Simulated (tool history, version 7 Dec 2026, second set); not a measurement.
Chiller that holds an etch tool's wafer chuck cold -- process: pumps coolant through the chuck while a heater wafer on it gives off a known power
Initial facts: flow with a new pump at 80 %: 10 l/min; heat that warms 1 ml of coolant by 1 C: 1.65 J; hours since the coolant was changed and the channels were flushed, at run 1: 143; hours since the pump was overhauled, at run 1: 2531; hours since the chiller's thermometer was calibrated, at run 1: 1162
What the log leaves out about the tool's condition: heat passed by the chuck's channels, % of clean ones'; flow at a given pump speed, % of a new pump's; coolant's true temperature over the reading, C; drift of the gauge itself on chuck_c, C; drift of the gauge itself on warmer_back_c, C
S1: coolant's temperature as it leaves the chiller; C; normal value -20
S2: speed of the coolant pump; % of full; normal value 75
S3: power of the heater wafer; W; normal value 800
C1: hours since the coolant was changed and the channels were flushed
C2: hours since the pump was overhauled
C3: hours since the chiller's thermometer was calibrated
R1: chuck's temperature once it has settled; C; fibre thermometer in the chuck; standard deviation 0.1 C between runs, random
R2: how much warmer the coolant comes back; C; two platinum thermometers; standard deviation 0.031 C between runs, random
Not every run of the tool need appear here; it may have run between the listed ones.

run 1 hour=0.0 | S1=-20 S2=75 S3=800 | C1=143 C2=2531 C3=1162 | R1=-12.0 R2=3.16
run 2 hour=77.2 | S1=-20 S2=75 S3=800 | C1=220 C2=2608 C3=1240 | R1=-11.8 R2=3.22
run 3 hour=199.8 | S1=-20 S2=75 S3=800 | C1=343 C2=2730 C3=1362 | R1=-11.9 R2=3.16
run 4 hour=322.1 | S1=-20 S2=75 S3=800 | C1=465 C2=2853 C3=1485 | R1=-12.0 R2=3.20
run 5 hour=445.1 | S1=-20 S2=75 S3=800 | C1=588 C2=2976 C3=1608 | R1=-11.6 R2=3.21
run 6 hour=558.4 | S1=-20 S2=75 S3=800 | C1=701 C2=3089 C3=1721 | R1=-11.8 R2=3.15
run 7 hour=629.2 | S1=-20 S2=75 S3=800 | C1=772 C2=3160 C3=1792 | R1=-11.8 R2=3.18
run 8 hour=692.3 | S1=-11 S2=75 S3=800 | C1=835 C2=3223 C3=1855 | R1=-2.7 R2=3.24
run 9 hour=779.7 | S1=-11 S2=75 S3=800 | C1=923 C2=3310 C3=1942 | R1=-2.8 R2=3.15
run 10 hour=845.1 | S1=-20 S2=75 S3=683 | C1=988 C2=3376 C3=2008 | R1=-12.9 R2=2.72
run 11 hour=932.4 | S1=-20 S2=75 S3=800 | C1=1075 C2=3463 C3=2095 | R1=-11.7 R2=3.19
run 12 hour=1022.1 | S1=-20 S2=75 S3=800 | C1=1165 C2=3553 C3=2185 | R1=-11.6 R2=3.22
run 13 hour=1143.6 | S1=-20 S2=75 S3=800 | C1=1286 C2=3674 C3=2306 | R1=-11.7 R2=3.25
run 14 hour=1214.9 | S1=-20 S2=75 S3=800 | C1=1358 C2=3746 C3=2377 | R1=-11.6 R2=3.20
run 15 hour=1307.0 | S1=-20 S2=75 S3=800 | C1=1450 C2=3838 C3=2469 | R1=-11.5 R2=3.19
run 16 hour=1406.9 | S1=-20 S2=75 S3=800 | C1=1550 C2=3938 C3=2569 | R1=-11.4 R2=3.20
-- hour=1418.8 coolant pump overhauled
run 17 hour=1519.4 | S1=-29 S2=99 S3=618 | C1=1657 C2=101 C3=2677 | R1=-23.4 R2=1.85
run 18 hour=1625.7 | S1=-29 S2=99 S3=618 | C1=1764 C2=207 C3=2783 | R1=-23.3 R2=1.88
run 19 hour=1731.9 | S1=-11 S2=70 S3=561 | C1=1870 C2=313 C3=2889 | R1=-4.9 R2=2.47
run 20 hour=1813.9 | S1=-24 S2=99 S3=1139 | C1=1952 C2=395 C3=2971 | R1=-13.8 R2=3.37
run 21 hour=1877.1 | S1=-28 S2=67 S3=431 | C1=2015 C2=458 C3=3035 | R1=-23.0 R2=2.02
-- hour=1937.9 coolant pump overhauled, once more
run 22 hour=1983.5 | S1=-28 S2=67 S3=431 | C1=2116 C2=46 C3=3136 | R1=-23.2 R2=1.88
run 23 hour=2048.1 | S1=-17 S2=79 S3=800 | C1=2181 C2=110 C3=3201 | R1=-9.0 R2=2.92
run 24 hour=2120.0 | S1=-17 S2=79 S3=800 | C1=2253 C2=182 C3=3272 | R1=-8.8 R2=2.91
run 25 hour=2243.7 | S1=-24 S2=64 S3=410 | C1=2376 C2=306 C3=3396 | R1=-19.3 R2=1.88
run 26 hour=2353.1 | S1=-10 S2=75 S3=1110 | C1=2486 C2=415 C3=3506 | R1=1.8 R2=4.30
run 27 hour=2435.6 | S1=-13 S2=77 S3=1071 | C1=2568 C2=498 C3=3588 | R1=-1.8 R2=4.03
run 28 hour=2500.0 | S1=-28 S2=69 S3=606 | C1=2633 C2=562 C3=3652 | R1=-21.3 R2=2.53
run 29 hour=2616.0 | S1=-18 S2=90 S3=718 | C1=2749 C2=678 C3=3768 | R1=-11.2 R2=2.27
run 30 hour=2689.0 | S1=-20 S2=60 S3=800 | C1=2822 C2=751 C3=3842 | R1=-10.4 R2=4.01

Below are 5 alternative next runs, each starting from the tool's condition after run 30. Predict each:
run A hour=2793.0 | S1=-20 S2=60 S3=686 | C1=2926 C2=855 C3=3945 | R1=? R2=?
run B hour=2793.0 | S1=-20 S2=75 S3=870 | C1=2926 C2=855 C3=3945 | R1=? R2=?
run C hour=2793.0 | S1=-23 S2=74 S3=1095 | C1=2926 C2=855 C3=3945 | R1=? R2=?
run D hour=2793.0 | S1=-13 S2=92 S3=580 | C1=2926 C2=855 C3=3945 | R1=? R2=?
run E hour=2793.0 | S1=-16 S2=84 S3=726 | C1=2926 C2=855 C3=3945 | R1=? R2=?

run=A R1=-11.8 R2=3.51
run=B R1=-10.8 R2=3.32
run=C R1=-11.3 R2=4.31
run=D R1=-7.3 R2=1.79
run=E R1=-8.7 R2=2.49
Stripped of hidden state, with their random variation kept, the same runs would have yielded:
run=A R1=-12.4 R2=3.53
run=B R1=-11.5 R2=3.33
run=C R1=-12.1 R2=4.33
run=D R1=-7.8 R2=1.80
run=E R1=-9.3 R2=2.50

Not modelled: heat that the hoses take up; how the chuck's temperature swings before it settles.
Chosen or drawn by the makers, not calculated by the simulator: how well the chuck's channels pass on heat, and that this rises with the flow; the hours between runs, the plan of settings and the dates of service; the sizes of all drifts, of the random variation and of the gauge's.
